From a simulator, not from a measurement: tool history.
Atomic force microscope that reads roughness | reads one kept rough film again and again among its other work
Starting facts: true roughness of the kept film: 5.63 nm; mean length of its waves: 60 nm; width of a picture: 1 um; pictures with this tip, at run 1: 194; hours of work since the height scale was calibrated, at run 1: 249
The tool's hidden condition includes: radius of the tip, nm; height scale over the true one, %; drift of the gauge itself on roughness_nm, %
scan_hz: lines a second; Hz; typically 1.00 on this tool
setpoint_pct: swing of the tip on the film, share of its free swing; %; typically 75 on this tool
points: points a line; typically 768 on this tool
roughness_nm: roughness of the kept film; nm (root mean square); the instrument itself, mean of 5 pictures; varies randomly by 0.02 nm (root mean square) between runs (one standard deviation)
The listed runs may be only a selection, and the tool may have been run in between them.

| run | hour | scan_hz | setpoint_pct | points | pictures with this tip | hours of work since the height scale was calibrated | roughness_nm |
|---|---|---|---|---|---|---|---|
| 1 | 0.0 | 1.00 | 75 | 768 | 194 | 249 | 4.884 |
|  | 16.2 | new tip fitted |
| 2 | 17.7 | 1.00 | 75 | 768 | 2 | 261 | 4.879 |
| 3 | 34.5 | 1.00 | 75 | 768 | 27 | 273 | 4.867 |
| 4 | 49.5 | 1.00 | 75 | 768 | 49 | 283 | 4.897 |
| 5 | 63.3 | 1.00 | 75 | 768 | 69 | 293 | 4.886 |
| 6 | 74.3 | 1.00 | 75 | 768 | 85 | 301 | 4.877 |
| 7 | 82.0 | 1.00 | 79 | 768 | 96 | 306 | 4.772 |
| 8 | 99.2 | 1.00 | 79 | 768 | 122 | 318 | 4.762 |
| 9 | 109.9 | 0.96 | 79 | 768 | 137 | 325 | 4.827 |
| 10 | 123.2 | 1.00 | 75 | 753 | 157 | 335 | 4.869 |
| 11 | 140.7 | 1.00 | 75 | 753 | 182 | 347 | 4.871 |
| 12 | 154.6 | 1.00 | 75 | 753 | 203 | 357 | 4.872 |
|  | 165.3 | new tip fitted |
| 13 | 169.3 | 1.00 | 75 | 753 | 5 | 366 | 4.906 |
| 14 | 177.9 | 1.00 | 75 | 753 | 18 | 372 | 4.871 |
| 15 | 192.9 | 1.00 | 75 | 753 | 40 | 383 | 4.869 |
| 16 | 206.0 | 0.63 | 66 | 768 | 59 | 392 | 5.124 |
| 17 | 220.2 | 0.63 | 66 | 768 | 80 | 402 | 5.107 |
| 18 | 238.3 | 0.64 | 75 | 894 | 106 | 414 | 5.018 |
| 19 | 249.5 | 2.67 | 75 | 670 | 123 | 422 | 4.264 |
| 20 | 266.9 | 1.32 | 75 | 994 | 148 | 434 | 4.732 |
| 21 | 275.1 | 1.32 | 75 | 994 | 160 | 440 | 4.744 |
| 22 | 289.0 | 1.00 | 75 | 260 | 181 | 450 | 4.851 |
| 23 | 301.7 | 1.00 | 75 | 260 | 199 | 459 | 4.856 |
|  | 315.3 | new tip fitted |
| 24 | 317.6 | 1.00 | 68 | 260 | 3 | 469 | 5.002 |
| 25 | 334.6 | 1.00 | 68 | 260 | 28 | 481 | 4.987 |
| 26 | 343.5 | 1.00 | 68 | 260 | 41 | 487 | 4.968 |

Consider 5 possible next runs. They are alternatives, not a sequence: every one starts from the tool as it was left by run 26. What does each give?
| A | 355.0 | 0.93 | 75 | 489 | 58 | 495 | ? |
| B | 355.0 | 1.00 | 55 | 654 | 58 | 495 | ? |
| C | 355.0 | 0.93 | 68 | 564 | 58 | 495 | ? |
| D | 355.0 | 1.00 | 65 | 260 | 58 | 495 | ? |
| E | 355.0 | 1.00 | 72 | 768 | 58 | 495 | ? |

| run | roughness_nm |
|---|---|
| A | 4.906 |
| B | 5.170 |
| C | 5.016 |
| D | 5.020 |
| E | 4.936 |
What these runs would have given with no unlogged condition in the tool:
| run | roughness_nm |
|---|---|
| A | 4.910 |
| B | 5.174 |
| C | 5.021 |
| D | 5.025 |
| E | 4.941 |
